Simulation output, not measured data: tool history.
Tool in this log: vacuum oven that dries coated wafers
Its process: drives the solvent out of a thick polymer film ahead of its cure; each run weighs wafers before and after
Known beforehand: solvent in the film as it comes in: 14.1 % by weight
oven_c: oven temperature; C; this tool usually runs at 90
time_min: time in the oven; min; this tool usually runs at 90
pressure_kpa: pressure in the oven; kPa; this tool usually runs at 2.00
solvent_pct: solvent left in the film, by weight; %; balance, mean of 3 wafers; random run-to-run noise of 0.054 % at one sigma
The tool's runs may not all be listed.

{"run": 1, "hour": 0.0, "oven_c": 90, "time_min": 90, "pressure_kpa": 2.0, "solvent_pct": 2.46}
{"run": 2, "hour": 15.3, "oven_c": 85, "time_min": 90, "pressure_kpa": 2.0, "solvent_pct": 3.69}
{"run": 3, "hour": 22.9, "oven_c": 83, "time_min": 90, "pressure_kpa": 2.0, "solvent_pct": 4.48}
{"hour": 27.4, "done": "oven's thermocouples calibrated"}
{"run": 4, "hour": 35.0, "oven_c": 83, "time_min": 90, "pressure_kpa": 2.0, "solvent_pct": 4.01}
{"run": 5, "hour": 44.8, "oven_c": 90, "time_min": 90, "pressure_kpa": 2.0, "solvent_pct": 2.17}
{"run": 6, "hour": 57.3, "oven_c": 90, "time_min": 90, "pressure_kpa": 2.0, "solvent_pct": 2.26}
{"run": 7, "hour": 65.1, "oven_c": 100, "time_min": 136, "pressure_kpa": 7.84, "solvent_pct": 3.08}
{"run": 8, "hour": 78.5, "oven_c": 80, "time_min": 53, "pressure_kpa": 2.65, "solvent_pct": 7.49}
{"run": 9, "hour": 87.8, "oven_c": 76, "time_min": 159, "pressure_kpa": 1.46, "solvent_pct": 3.94}
{"run": 10, "hour": 103.1, "oven_c": 81, "time_min": 159, "pressure_kpa": 2.48, "solvent_pct": 3.34}
{"run": 11, "hour": 117.5, "oven_c": 84, "time_min": 98, "pressure_kpa": 1.98, "solvent_pct": 3.41}
{"run": 12, "hour": 129.4, "oven_c": 90, "time_min": 115, "pressure_kpa": 2.0, "solvent_pct": 1.73}

Below, some changes in solvent_pct between adjacent runs. For each, the amount present without the hidden state too (settings, incoming material, random variation) and the amount remaining for the hidden state with gauge scatter not shared by both compared results:
What the log doesn't record here: true wafer temperature over the reading, C; true pressure over the reading, kPa; drift of the gauge itself on solvent_pct, %.
Run 3 -> 4: oven's thermocouples calibrated. solvent_pct -0.47 %: hidden state -0.41, all else -0.06.
Run 7 -> 8: oven_c 100 -> 80, time_min 136 -> 53, pressure_kpa 7.84 -> 2.65. solvent_pct +4.41 %: hidden state +0.05, all else +4.36.

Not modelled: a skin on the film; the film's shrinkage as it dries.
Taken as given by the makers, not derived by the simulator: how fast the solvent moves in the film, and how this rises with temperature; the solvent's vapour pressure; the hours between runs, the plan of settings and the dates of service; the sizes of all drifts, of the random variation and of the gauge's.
